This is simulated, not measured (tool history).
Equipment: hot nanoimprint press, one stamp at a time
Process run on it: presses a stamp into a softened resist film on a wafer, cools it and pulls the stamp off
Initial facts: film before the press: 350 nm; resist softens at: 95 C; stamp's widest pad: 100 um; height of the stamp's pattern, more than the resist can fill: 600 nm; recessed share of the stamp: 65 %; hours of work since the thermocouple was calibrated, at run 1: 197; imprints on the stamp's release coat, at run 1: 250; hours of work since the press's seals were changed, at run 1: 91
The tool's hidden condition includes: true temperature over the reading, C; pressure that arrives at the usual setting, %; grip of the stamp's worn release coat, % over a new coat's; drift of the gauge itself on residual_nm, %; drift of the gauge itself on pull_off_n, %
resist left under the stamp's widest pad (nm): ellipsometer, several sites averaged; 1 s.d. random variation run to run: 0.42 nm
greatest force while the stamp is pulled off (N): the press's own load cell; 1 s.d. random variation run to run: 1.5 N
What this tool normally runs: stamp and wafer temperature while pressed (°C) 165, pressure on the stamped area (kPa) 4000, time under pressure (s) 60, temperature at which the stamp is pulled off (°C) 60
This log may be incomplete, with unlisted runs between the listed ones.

run	hour	stamp and wafer temperature while pressed (°C)	pressure on the stamped area (kPa)	time under pressure (s)	temperature at which the stamp is pulled off (°C)	hours of work since the thermocouple was calibrated	imprints on the stamp's release coat	hours of work since the press's seals were changed	resist left under the stamp's widest pad (nm)	greatest force while the stamp is pulled off (N)
1	0	165	4000	60	60	197	250	91	133.2	189
2	10	165	4000	60	60	202	287	97	134.1	191
3	17.3	165	4000	60	60	206	314	100	133.8	194
4	23.9	165	4000	60	60	209	339	104	133.7	192
5	29.4	165	4000	119	60	212	359	106	99.2	193
6	35.4	165	4000	119	60	215	381	110	99.2	198
7	41.8	165	4000	119	60	219	405	113	99.4	196
8	51.8	165	4000	119	60	224	442	118	98.9	199
9	57.2	165	4000	119	60	226	462	121	99.2	201
10	66.4	165	4000	60	52	231	496	125	134.2	235
11	70.7	165	4000	60	52	233	512	128	132.7	236
# hour 79.1: stamp cleaned and given a new release coat
12	86	165	4000	60	52	238	26	132	134.3	204
13	91.6	165	4000	60	52	241	46	135	134.5	204
14	96	171	5740	37	51	243	63	137	105.3	213

Expected results for the next run?
15	105	165	4110	51	60	248	96	142	?	?

resist left under the stamp's widest pad (nm): 142.1
greatest force while the stamp is pulled off (N): 184
The same run, on a tool lacking any hidden state, would have yielded resist left under the stamp's widest pad (nm) 136.5, greatest force while the stamp is pulled off (N) 176.
